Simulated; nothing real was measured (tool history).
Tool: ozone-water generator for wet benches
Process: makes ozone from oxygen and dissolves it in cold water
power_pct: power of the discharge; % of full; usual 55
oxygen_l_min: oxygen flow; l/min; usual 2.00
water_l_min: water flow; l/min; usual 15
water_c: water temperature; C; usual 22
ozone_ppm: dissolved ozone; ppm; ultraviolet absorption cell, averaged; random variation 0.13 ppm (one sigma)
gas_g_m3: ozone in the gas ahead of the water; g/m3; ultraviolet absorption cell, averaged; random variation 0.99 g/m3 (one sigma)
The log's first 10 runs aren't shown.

run	hour	power_pct	oxygen_l_min	water_l_min	water_c	hours of work since the electrodes were changed	hours of work since the contactor was cleaned	hours of work since the thermometer was calibrated	ozone_ppm	gas_g_m3
# hour 773.5: water thermometer calibrated
11	822.3	55	2.00	15	23	5087	484	48	12.8	172.6
12	896.6	55	2.00	15	23	5160	557	121	12.6	172.6
13	963.3	55	2.00	15	23	5225	623	186	12.9	170.9
14	1016.0	55	2.00	15	23	5277	674	238	12.6	172.5
15	1070.9	55	2.00	15	23	5331	728	291	12.8	173.2
16	1151.0	55	2.00	15	23	5409	806	370	12.9	171.1
17	1235.0	66	2.00	15	16	5491	889	452	15.6	199.1
18	1315.9	66	2.00	15	16	5571	968	531	15.8	198.1
19	1410.6	54	2.00	9	16	5663	1061	624	20.7	170.5
20	1486.5	52	1.69	9	18	5738	1135	699	19.7	186.5
21	1553.2	55	2.25	15	24	5803	1201	764	12.9	160.6
22	1657.7	55	1.07	15	17	5905	1303	866	12.6	263.4

Forecast run 23:
23	1761.5	67	2.00	9	22	6007	1405	968	?	?

ozone_ppm: 22.5 ppm
gas_g_m3: 198.8 g/m3
Without the tool's hidden state the same run would have given ozone_ppm 22.5 ppm, gas_g_m3 194.5 g/m3.
